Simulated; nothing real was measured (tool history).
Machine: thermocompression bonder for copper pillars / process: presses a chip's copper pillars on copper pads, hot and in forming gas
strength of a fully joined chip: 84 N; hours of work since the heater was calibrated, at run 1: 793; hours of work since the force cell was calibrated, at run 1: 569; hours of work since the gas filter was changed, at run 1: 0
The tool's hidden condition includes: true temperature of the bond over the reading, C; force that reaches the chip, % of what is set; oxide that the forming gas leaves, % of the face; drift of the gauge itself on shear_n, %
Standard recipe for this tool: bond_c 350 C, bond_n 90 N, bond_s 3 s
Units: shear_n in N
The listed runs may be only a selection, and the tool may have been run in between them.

run,hour,bond_c,bond_n,bond_s,hours of work since the heater was calibrated,hours of work since the force cell was calibrated,hours of work since the gas filter was changed,shear_n
1,0,350,90,3,793,569,0,60.2
2,36.8,350,90,3,822,597,28,60.5
3,102.1,373,90,3,872,647,78,68.5
4,170.3,373,90,3,924,699,130,67.2
5,218.8,350,90,5,961,736,168,64.6
6,303.4,350,90,3,1026,801,232,56.9
7,344.8,350,90,3,1058,833,264,56.8
8,423.5,350,90,5,1118,893,324,62.7
9,462.8,350,90,5,1148,923,355,62
# hour 499.4: forming gas filter changed
10,536.5,367,74,5,1204,979,28,66.3
# hour 596: force cell calibrated
11,617.8,367,74,5,1265,17,90,63.3
# hour 624.3: heater calibrated with a thermocouple chip
12,689.6,321,112,5,50,70,143,58.9
13,728.8,371,90,6,80,100,173,70.1
14,802.3,371,81,6,136,156,229,66.3
15,878.9,350,90,2,195,215,288,46.4
16,926.3,350,90,2,231,252,324,45.9

Predict each of these 4 candidate next runs independently; none follows another, all start after run 16:
A,972.2,350,63,3,267,287,359,?
B,972.2,350,90,2,267,287,359,?
C,972.2,375,67,8,267,287,359,?
D,972.2,330,123,2,267,287,359,?

run,shear_n
A,38
B,44.7
C,62.5
D,49.4
With no hidden state in the tool, these same runs would have given:
run,shear_n
A,46.8
B,54.5
C,72.6
D,60.1
